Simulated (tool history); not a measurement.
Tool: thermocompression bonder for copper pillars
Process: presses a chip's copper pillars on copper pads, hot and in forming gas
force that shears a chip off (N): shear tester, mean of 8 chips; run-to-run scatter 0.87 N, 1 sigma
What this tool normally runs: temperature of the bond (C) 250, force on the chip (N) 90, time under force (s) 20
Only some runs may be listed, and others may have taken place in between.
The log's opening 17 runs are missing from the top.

run     day  temperature of the bond (C)  force on the chip (N)  time under force (s)  force that shears a chip off (N)
      9.046  -- heater calibrated with a thermocouple chip, once more
 18   9.046                          250                     70                    20                              64.1
 19   9.388                          250                     70                    20                              63.3
 20   9.800                          239                     90                    20                              62.2
 21  10.392                          239                     90                    20                              60.7
 22  11.083                          223                     84                    20                              49.7
 23  11.371                          223                     84                    20                              47.0
 24  12.000                          265                     55                    18                              61.9
 25  12.479                          255                     57                    18                              56.1
 26  12.800                          257                     57                    18                              58.1
 27  13.175                          250                     90                    10                              53.5
 28  13.617                          250                     90                    10                              54.7
 29  13.983                          270                     90                    20                              78.6
 30  14.312                          232                     99                    36                              69.4
 31  14.900                          240                     57                    27                              55.8
 32  15.558                          270                    102                    25                              83.8
 33  15.958                          250                     90                    36                              76.9
 34  16.350                          248                     78                    20                              59.8
 35  16.988                          248                     78                    20                              59.9
 36  17.479                          272                     98                    17                              77.0
 37  17.871                          274                    128                    15                              80.5
 38  18.471                          250                     74                    51                              75.6
 39  19.067                          272                     90                    20                              76.7

What if the next run were any one of these 4? Each begins from the tool's condition after run 39:
  A  19.371                          228                    120                    29                                 ?
  B  19.371                          250                    135                    31                                 ?
  C  19.371                          250                     62                    20                                 ?
  D  19.371                          226                     84                    20                                 ?

run  force that shears a chip off (N)
  A                              62.7
  B                              81.6
  C                              55.3
  D                              46.7
Without the tool's unlogged condition, the same runs would have read:
run  force that shears a chip off (N)
  A                              69.7
  B                              90.2
  C                              61.3
  D                              52.0
